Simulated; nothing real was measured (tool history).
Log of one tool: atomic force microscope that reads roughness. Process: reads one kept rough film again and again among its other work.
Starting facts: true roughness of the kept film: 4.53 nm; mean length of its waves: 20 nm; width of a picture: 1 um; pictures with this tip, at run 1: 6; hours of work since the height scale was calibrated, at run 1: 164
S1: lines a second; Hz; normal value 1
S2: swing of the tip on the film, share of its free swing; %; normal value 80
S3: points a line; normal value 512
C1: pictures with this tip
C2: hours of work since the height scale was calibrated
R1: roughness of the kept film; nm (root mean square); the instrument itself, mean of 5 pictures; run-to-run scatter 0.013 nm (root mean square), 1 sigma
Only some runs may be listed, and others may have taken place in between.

run	hour	S1	S2	S3	C1	C2	R1
1	0	1	80	512	6	164	2.906
2	5.7	1	80	512	17	167	2.837
3	11.7	1	80	512	28	170	2.775
4	18.3	1	80	512	40	174	2.682
5	22	1	80	512	47	176	2.661
6	29.6	1	80	512	61	181	2.598
7	37.9	1.12	80	512	77	186	2.477
8	46.5	1.12	80	594	93	190	2.428
9	54.4	1	80	512	107	195	2.391
10	63.4	1	80	512	124	200	2.319
11	67.5	1	80	512	131	203	2.284
12	72.1	1	70	512	140	205	2.304
13	78.1	1	70	512	151	209	2.219
14	87	1	80	946	167	214	2.163
15	92	0.7	80	512	177	217	2.149
16	95.9	0.7	67	512	184	219	2.136
17	101.9	1	80	512	195	222	2.064
18	110.5	1	80	512	211	227	2.011
19	116.5	1	80	811	222	231	1.992
20	125	1	80	482	238	236	1.911
21	131.4	1	80	482	249	239	1.9
22	137.1	1	80	512	260	243	1.872
23	142.1	1	80	512	269	246	1.844
24	150.9	1	80	512	286	251	1.811
25	155.6	1	80	512	294	253	1.779
26	163.4	1	80	512	309	258	1.754
27	170.2	1	80	512	321	262	1.728
# hour 171.7: height scale calibrated on a step standard
28	177.9	0.67	78	371	334	4	1.723
# hour 186: height scale calibrated on a step standard, once more
29	186.4	0.67	78	371	348	0	1.676
# hour 191.2: new tip fitted
30	192.8	0.67	78	371	3	4	2.961
31	199.9	1.22	78	339	17	8	2.795
32	207.4	1.56	60	512	31	12	2.823
33	214.4	1	82	653	43	16	2.692
34	223.3	1.83	82	507	60	21	2.506
35	230.2	1.83	82	507	73	25	2.457
36	234.3	1	90	360	80	28	2.416
37	241.7	1	90	360	94	32	2.346
38	247.4	2.02	72	268	105	35	2.316
39	256.5	2.02	72	268	121	40	2.243
40	263.5	2.02	72	268	134	44	2.171
41	268.8	2.02	72	268	144	47	2.178
42	275.5	1.45	80	512	156	51	2.159
43	279.7	1.38	69	512	164	54	2.18
44	286.6	1.38	69	512	177	58	2.135
45	290.9	2.1	61	490	185	60	2.123
46	295.2	1.24	74	649	193	63	2.081
47	301.6	1.38	80	512	205	66	1.991
48	309.5	1.38	80	512	219	71	1.958
49	317.7	1.38	80	512	235	76	1.914
50	323.1	2.99	61	338	244	79	1.882
51	332.2	2.99	75	794	261	84	1.776
52	337.7	1	73	999	271	87	1.872
53	343.3	1	73	999	282	91	1.853
54	350	1.99	63	512	294	94	1.799

For each entry between runs, how does the tool's hidden state at the last listed run before it compare with that at the first listed run after it?
After run 27, before run 28: height scale calibrated on a step standard (hour 171.7)
  radius of the tip, nm: 33.4 -> 34.3; height scale over the true one, %: 0.1 -> 0.11
  measured minus no-state result, R1: -1.245 -> -1.286 nm (root mean square)
After run 28, before run 29: height scale calibrated on a step standard, once more (hour 186)
  radius of the tip, nm: 34.3 -> 35.4; height scale over the true one, %: 0.11 -> -0.02
  measured minus no-state result, R1: -1.286 -> -1.315 nm (root mean square)
After run 29, before run 30: new tip fitted (hour 191.2)
  radius of the tip, nm: 35.4 -> 10.4; height scale over the true one, %: -0.02 -> -0.03
  measured minus no-state result, R1: -1.315 -> -0.038 nm (root mean square)

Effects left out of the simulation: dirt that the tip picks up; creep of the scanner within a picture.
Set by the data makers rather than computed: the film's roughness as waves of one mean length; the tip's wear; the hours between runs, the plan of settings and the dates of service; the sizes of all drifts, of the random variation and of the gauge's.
